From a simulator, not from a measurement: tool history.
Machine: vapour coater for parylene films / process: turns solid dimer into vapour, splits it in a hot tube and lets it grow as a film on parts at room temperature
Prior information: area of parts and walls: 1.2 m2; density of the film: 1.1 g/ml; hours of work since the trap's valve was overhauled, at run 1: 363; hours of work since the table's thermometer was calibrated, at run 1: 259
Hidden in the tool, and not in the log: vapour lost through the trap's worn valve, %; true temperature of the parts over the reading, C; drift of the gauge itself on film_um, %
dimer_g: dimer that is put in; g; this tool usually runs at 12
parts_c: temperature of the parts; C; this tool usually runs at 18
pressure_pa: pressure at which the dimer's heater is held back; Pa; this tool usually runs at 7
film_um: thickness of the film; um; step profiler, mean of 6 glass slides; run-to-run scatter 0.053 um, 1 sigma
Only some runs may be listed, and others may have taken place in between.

run	hour	dimer_g	parts_c	pressure_pa	hours of work since the trap's valve was overhauled	hours of work since the table's thermometer was calibrated	film_um
1	0	12	18	7	363	259	5.69
2	49.7	12	18	7	402	298	5.64
3	82.3	12	18	7	427	323	5.63
4	146.8	12	18	7	478	373	5.53
5	185.8	12	18	7	508	404	5.52
6	255.4	12	18	7	563	458	5.41
7	302.7	12	18	5.18	600	495	5.73
# hour 339.9: trap's valve overhauled
8	342.1	12	18	2.05	2	523	6.41
9	383.4	12	18	2.05	34	555	6.32
10	456.7	12	18	5.5	91	613	5.3
11	499.4	12	18	7	125	646	5.15
12	564.8	12	18	8.48	176	697	4.87
13	615.9	12	18	8.48	216	737	4.83
14	683.1	7	12	6.23	268	789	3.52
15	712.9	17	18	10.86	291	813	6.43
# hour 745.8: trap's valve overhauled, once more
16	773.3	12	18	6.29	22	857	6
17	819.6	5	28	2.68	58	893	2.06
18	864.4	12	11	6.38	93	928	7.28
19	912.9	12	23	7	131	966	4.92
20	952.3	12	23	3.24	161	997	5.49
# hour 994.7: table's thermometer calibrated
21	1019.7	19	17	11.43	213	20	8.88

Selected run-to-run steps in film_um, each split into two signed amounts: the part the tool would show with no hidden state at all (from settings, incoming material and random variation), and the remainder, which goes to the hidden state together with any gauge scatter not common to the measured and the hidden-state-free results:
Run 14 -> 15: dimer_g 7 -> 17, parts_c 12 -> 18, pressure_pa 6.23 -> 10.86. film_um +2.91 um: hidden state -0.78, all else +3.69.
Run 15 -> 16: dimer_g 17 -> 12, pressure_pa 10.86 -> 6.29, trap's valve overhauled, once more. film_um -0.43 um: hidden state +1.46, all else -1.89.
Run 16 -> 17: dimer_g 12 -> 5, parts_c 18 -> 28, pressure_pa 6.29 -> 2.68. film_um -3.94 um: hidden state +0.12, all else -4.06.
Run 17 -> 18: dimer_g 5 -> 12, parts_c 28 -> 11, pressure_pa 2.68 -> 6.38. film_um +5.22 um: hidden state -0.27, all else +5.49.
